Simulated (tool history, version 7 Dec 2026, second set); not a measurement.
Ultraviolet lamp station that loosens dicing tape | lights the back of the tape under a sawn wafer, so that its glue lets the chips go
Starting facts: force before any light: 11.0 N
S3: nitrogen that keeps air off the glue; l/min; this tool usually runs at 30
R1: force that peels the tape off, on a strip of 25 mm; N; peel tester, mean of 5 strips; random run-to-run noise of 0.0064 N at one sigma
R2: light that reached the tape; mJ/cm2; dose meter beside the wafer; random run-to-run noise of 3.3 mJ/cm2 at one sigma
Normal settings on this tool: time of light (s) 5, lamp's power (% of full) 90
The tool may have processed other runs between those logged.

run 1 hour=0.0 | time_of_light_(s)=5 lamp's_power_(%_of_full)=90 S3=30 | R1=0.224 R2=484
run 2 hour=21.4 | time_of_light_(s)=5 lamp's_power_(%_of_full)=90 S3=30 | R1=0.239 R2=486
run 3 hour=50.8 | time_of_light_(s)=5 lamp's_power_(%_of_full)=90 S3=30 | R1=0.247 R2=478
run 4 hour=75.3 | time_of_light_(s)=5 lamp's_power_(%_of_full)=90 S3=30 | R1=0.263 R2=477
run 5 hour=116.5 | time_of_light_(s)=5 lamp's_power_(%_of_full)=90 S3=30 | R1=0.255 R2=473
run 6 hour=137.7 | time_of_light_(s)=5 lamp's_power_(%_of_full)=67 S3=30 | R1=0.549 R2=345
run 7 hour=176.5 | time_of_light_(s)=5 lamp's_power_(%_of_full)=67 S3=30 | R1=0.574 R2=339
run 8 hour=212.5 | time_of_light_(s)=5 lamp's_power_(%_of_full)=67 S3=30 | R1=0.586 R2=339
run 9 hour=230.2 | time_of_light_(s)=5 lamp's_power_(%_of_full)=90 S3=30 | R1=0.293 R2=450
run 10 hour=255.8 | time_of_light_(s)=5 lamp's_power_(%_of_full)=96 S3=30 | R1=0.270 R2=477
run 11 hour=287.0 | time_of_light_(s)=5 lamp's_power_(%_of_full)=96 S3=30 | R1=0.256 R2=468
run 12 hour=326.4 | time_of_light_(s)=5 lamp's_power_(%_of_full)=96 S3=30 | R1=0.275 R2=458
run 13 hour=353.1 | time_of_light_(s)=5 lamp's_power_(%_of_full)=90 S3=30 | R1=0.309 R2=431
run 14 hour=393.3 | time_of_light_(s)=5 lamp's_power_(%_of_full)=90 S3=27 | R1=0.355 R2=420
run 15 hour=432.1 | time_of_light_(s)=5 lamp's_power_(%_of_full)=90 S3=9 | R1=0.773 R2=411
run 16 hour=466.9 | time_of_light_(s)=5 lamp's_power_(%_of_full)=73 S3=30 | R1=0.593 R2=331
-- hour=472.7 window cleaned of glue's vapour
run 17 hour=509.0 | time_of_light_(s)=5 lamp's_power_(%_of_full)=73 S3=30 | R1=0.678 R2=317
run 18 hour=535.3 | time_of_light_(s)=5 lamp's_power_(%_of_full)=90 S3=12 | R1=0.737 R2=385
run 19 hour=564.0 | time_of_light_(s)=5 lamp's_power_(%_of_full)=90 S3=12 | R1=0.722 R2=387
-- hour=571.9 window cleaned of glue's vapour, once more
run 20 hour=604.5 | time_of_light_(s)=5 lamp's_power_(%_of_full)=90 S3=12 | R1=0.515 R2=443
run 21 hour=639.9 | time_of_light_(s)=5 lamp's_power_(%_of_full)=90 S3=12 | R1=0.514 R2=437
run 22 hour=680.1 | time_of_light_(s)=9 lamp's_power_(%_of_full)=90 S3=30 | R1=0.129 R2=772
run 23 hour=701.1 | time_of_light_(s)=9 lamp's_power_(%_of_full)=90 S3=30 | R1=0.140 R2=777
run 24 hour=724.9 | time_of_light_(s)=4 lamp's_power_(%_of_full)=70 S3=49 | R1=0.841 R2=265
run 25 hour=760.3 | time_of_light_(s)=9 lamp's_power_(%_of_full)=66 S3=40 | R1=0.172 R2=543
run 26 hour=784.0 | time_of_light_(s)=9 lamp's_power_(%_of_full)=66 S3=40 | R1=0.179 R2=543
run 27 hour=823.2 | time_of_light_(s)=9 lamp's_power_(%_of_full)=66 S3=40 | R1=0.188 R2=539
run 28 hour=841.7 | time_of_light_(s)=9 lamp's_power_(%_of_full)=66 S3=40 | R1=0.183 R2=530
run 29 hour=865.3 | time_of_light_(s)=4 lamp's_power_(%_of_full)=89 S3=18 | R1=0.903 R2=314
run 30 hour=886.6 | time_of_light_(s)=5 lamp's_power_(%_of_full)=65 S3=30 | R1=0.861 R2=286
run 31 hour=906.1 | time_of_light_(s)=5 lamp's_power_(%_of_full)=65 S3=30 | R1=0.894 R2=287
run 32 hour=923.9 | time_of_light_(s)=4 lamp's_power_(%_of_full)=90 S3=20 | R1=0.863 R2=311
run 33 hour=943.9 | time_of_light_(s)=4 lamp's_power_(%_of_full)=90 S3=20 | R1=0.882 R2=311
run 34 hour=971.6 | time_of_light_(s)=4 lamp's_power_(%_of_full)=78 S3=20 | R1=1.232 R2=267
run 35 hour=999.6 | time_of_light_(s)=4 lamp's_power_(%_of_full)=70 S3=30 | R1=1.334 R2=238
run 36 hour=1019.0 | time_of_light_(s)=5 lamp's_power_(%_of_full)=70 S3=47 | R1=0.647 R2=292
run 37 hour=1058.1 | time_of_light_(s)=5 lamp's_power_(%_of_full)=76 S3=30 | R1=0.711 R2=310
run 38 hour=1079.3 | time_of_light_(s)=5 lamp's_power_(%_of_full)=76 S3=30 | R1=0.709 R2=310
run 39 hour=1104.2 | time_of_light_(s)=6 lamp's_power_(%_of_full)=90 S3=26 | R1=0.327 R2=435
-- hour=1107.7 window cleaned of glue's vapour
run 40 hour=1122.0 | time_of_light_(s)=3 lamp's_power_(%_of_full)=94 S3=26 | R1=1.226 R2=257
run 41 hour=1140.1 | time_of_light_(s)=3 lamp's_power_(%_of_full)=94 S3=26 | R1=1.156 R2=255
run 42 hour=1177.4 | time_of_light_(s)=3 lamp's_power_(%_of_full)=94 S3=29 | R1=1.170 R2=252

Branching from run 42: 4 alternative next runs. What would each branch give?
run A hour=1200.5 | time_of_light_(s)=5 lamp's_power_(%_of_full)=94 S3=30 | R1=? R2=?
run B hour=1200.5 | time_of_light_(s)=2 lamp's_power_(%_of_full)=65 S3=18 | R1=? R2=?
run C hour=1200.5 | time_of_light_(s)=3 lamp's_power_(%_of_full)=90 S3=30 | R1=? R2=?
run D hour=1200.5 | time_of_light_(s)=4 lamp's_power_(%_of_full)=94 S3=29 | R1=? R2=?

run=A R1=0.355 R2=412
run=B R1=4.356 R2=113
run=C R1=1.293 R2=238
run=D R1=0.610 R2=329
The same runs, with their run-to-run variation unchanged, on a tool lacking any hidden condition would have given:
run=A R1=0.194 R2=552
run=B R1=3.193 R2=151
run=C R1=0.676 R2=317
run=D R1=0.296 R2=440

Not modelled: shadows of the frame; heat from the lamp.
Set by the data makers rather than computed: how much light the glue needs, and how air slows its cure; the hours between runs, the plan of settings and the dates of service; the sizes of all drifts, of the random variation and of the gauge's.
